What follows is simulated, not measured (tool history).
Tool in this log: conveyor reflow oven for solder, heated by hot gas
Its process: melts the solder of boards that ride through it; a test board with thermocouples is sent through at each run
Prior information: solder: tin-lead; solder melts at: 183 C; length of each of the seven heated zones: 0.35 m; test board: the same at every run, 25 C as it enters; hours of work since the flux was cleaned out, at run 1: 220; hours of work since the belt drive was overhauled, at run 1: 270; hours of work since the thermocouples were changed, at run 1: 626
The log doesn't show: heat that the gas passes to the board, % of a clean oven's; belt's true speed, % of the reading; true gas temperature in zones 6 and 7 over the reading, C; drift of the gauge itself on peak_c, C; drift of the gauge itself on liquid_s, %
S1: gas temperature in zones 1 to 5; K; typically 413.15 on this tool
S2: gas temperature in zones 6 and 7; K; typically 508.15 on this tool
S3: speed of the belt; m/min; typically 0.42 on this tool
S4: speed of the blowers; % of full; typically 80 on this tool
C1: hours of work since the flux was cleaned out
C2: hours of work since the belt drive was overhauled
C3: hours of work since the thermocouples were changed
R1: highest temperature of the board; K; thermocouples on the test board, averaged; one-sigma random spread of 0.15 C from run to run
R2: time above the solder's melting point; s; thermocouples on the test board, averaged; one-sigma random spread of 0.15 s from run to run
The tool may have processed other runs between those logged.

Run 1, day 0: usual settings; C1 220; C2 270; C3 626. Result: R1 495.95 K, R2 82.3 s.
At day 1.633: thermocouples of zones 6 and 7 changed.
Run 2, day 2.112: usual settings; C1 245; C2 296; C3 6. Result: R1 494.15 K, R2 80.7 s.
Run 3, day 3.779: usual settings; C1 267; C2 317; C3 27. Result: R1 494.35 K, R2 81 s.
Run 4, day 5.329: usual settings; C1 286; C2 337; C3 47. Result: R1 494.35 K, R2 80.4 s.
Run 5, day 7.579: usual settings; C1 315; C2 365; C3 76. Result: R1 494.05 K, R2 80.6 s.
Run 6, day 8.946: usual settings but S1 399.15 K; C1 332; C2 383; C3 93. Result: R1 491.95 K, R2 72.2 s.
Run 7, day 10.954: usual settings but S1 399.15 K; C1 358; C2 408; C3 119. Result: R1 491.65 K, R2 72.4 s.
Run 8, day 13.517: usual settings but S1 399.15 K; C1 390; C2 441; C3 151. Result: R1 491.45 K, R2 71.7 s.
At day 14.779: flux residue cleaned out of gas plates and filters.
Run 9, day 16.25: usual settings but S1 399.15 K; C1 19; C2 473; C3 183. Result: R1 490.05 K, R2 70.5 s.
Run 10, day 17.642: usual settings but S1 418.15 K; C1 36; C2 491; C3 201. Result: R1 493.35 K, R2 81.9 s.
At day 19.575: flux residue cleaned out of gas plates and filters, once more.
Run 11, day 19.604: usual settings but S1 418.15 K; C1 0; C2 513; C3 223. Result: R1 497.15 K, R2 85.9 s.
Run 12, day 21.038: usual settings but S1 418.15 K; C1 19; C2 531; C3 241. Result: R1 496.85 K, R2 86 s.
Run 13, day 23.546: usual settings but S1 418.15 K, S3 0.415 m/min; C1 50; C2 563; C3 273. Result: R1 497.35 K, R2 87.3 s.
Run 14, day 26.033: usual settings but S1 409.15 K; C1 82; C2 595; C3 305. Result: R1 495.75 K, R2 80.9 s.
Run 15, day 27.862: usual settings but S1 409.15 K; C1 105; C2 618; C3 328. Result: R1 495.35 K, R2 80.6 s.
Run 16, day 29.05: usual settings but S1 409.15 K; C1 121; C2 633; C3 343. Result: R1 495.15 K, R2 80.8 s.
Run 17, day 30.179: usual settings but S1 409.15 K, S3 0.495 m/min, S4 89 % of full; C1 135; C2 648; C3 358. Result: R1 491.55 K, R2 64.7 s.
Run 18, day 31.971: usual settings but S1 409.15 K, S3 0.495 m/min, S4 89 % of full; C1 158; C2 670; C3 381. Result: R1 491.05 K, R2 64.3 s.
Run 19, day 33.062: usual settings but S2 514.15 K, S3 0.342 m/min; C1 172; C2 684; C3 394. Result: R1 506.35 K, R2 111.8 s.
Run 20, day 35.054: usual settings but S1 399.15 K, S2 514.15 K, S3 0.364 m/min; C1 197; C2 710; C3 420. Result: R1 503.55 K, R2 96.5 s.
Run 21, day 36.6: usual settings but S1 402.15 K, S3 0.379 m/min; C1 217; C2 729; C3 439. Result: R1 497.05 K, R2 88.7 s.
Run 22, day 38.117: usual settings but S1 404.15 K, S3 0.498 m/min; C1 236; C2 749; C3 459. Result: R1 488.55 K, R2 59 s.
Run 23, day 39.738: usual settings but S1 404.15 K, S3 0.498 m/min; C1 256; C2 769; C3 479. Result: R1 488.25 K, R2 59 s.
Run 24, day 41.475: usual settings but S4 89 % of full; C1 279; C2 791; C3 501. Result: R1 496.25 K, R2 83.4 s.
Run 25, day 43.412: usual settings but S1 428.15 K, S3 0.391 m/min, S4 71 % of full; C1 303; C2 816; C3 526. Result: R1 497.85 K, R2 99.4 s.
At day 43.8: belt drive overhauled, speed set with a stopwatch.
Run 26, day 44.717: usual settings but S1 428.15 K, S3 0.391 m/min, S4 71 % of full; C1 318; C2 12; C3 541. Result: R1 497.35 K, R2 97.5 s.
Run 27, day 46.867: usual settings but S1 428.15 K, S3 0.391 m/min, S4 71 % of full; C1 345; C2 39; C3 568. Result: R1 497.55 K, R2 97.4 s.
Run 28, day 48.242: usual settings but S1 428.15 K, S3 0.391 m/min, S4 71 % of full; C1 362; C2 56; C3 585. Result: R1 497.35 K, R2 97.1 s.
Run 29, day 50.371: usual settings but S1 428.15 K, S3 0.391 m/min, S4 71 % of full; C1 390; C2 84; C3 612. Result: R1 497.35 K, R2 97.2 s.

Alternative continuations, all from the tool just after run 29; predict every row:
At day 51.754: flux residue cleaned out of gas plates and filters.
Run A, day 52.229: usual settings but S1 428.15 K, S3 0.428 m/min, S4 71 % of full; C1 6; C2 105; C3 633. Result: R1 ?, R2 ?.
At day 51.754: flux residue cleaned out of gas plates and filters.
Run B, day 52.229: usual settings but S1 407.15 K, S2 501.15 K, S4 51 % of full; C1 6; C2 105; C3 633. Result: R1 ?, R2 ?.
At day 51.754: flux residue cleaned out of gas plates and filters.
Run C, day 52.229: usual settings but S2 500.15 K, S3 0.428 m/min, S4 81 % of full; C1 6; C2 105; C3 633. Result: R1 ?, R2 ?.
At day 51.754: flux residue cleaned out of gas plates and filters.
Run D, day 52.229: usual settings but S1 428.15 K, S3 0.395 m/min, S4 59 % of full; C1 6; C2 105; C3 633. Result: R1 ?, R2 ?.
At day 51.754: flux residue cleaned out of gas plates and filters.
Run E, day 52.229: usual settings but S2 519.15 K; C1 6; C2 105; C3 633. Result: R1 ?, R2 ?.

run      R1    R2
  A  497.25  88.8
  B  484.85    67
  C  489.45  75.2
  D  497.55  96.6
  E  507.05  90.1
The same runs, with their run-to-run variation unchanged, on a tool lacking any hidden condition would have given:
run      R1    R2
  A  496.75  88.3
  B  484.35  66.3
  C  488.95  74.6
  D  497.15    96
  E  506.55  89.6

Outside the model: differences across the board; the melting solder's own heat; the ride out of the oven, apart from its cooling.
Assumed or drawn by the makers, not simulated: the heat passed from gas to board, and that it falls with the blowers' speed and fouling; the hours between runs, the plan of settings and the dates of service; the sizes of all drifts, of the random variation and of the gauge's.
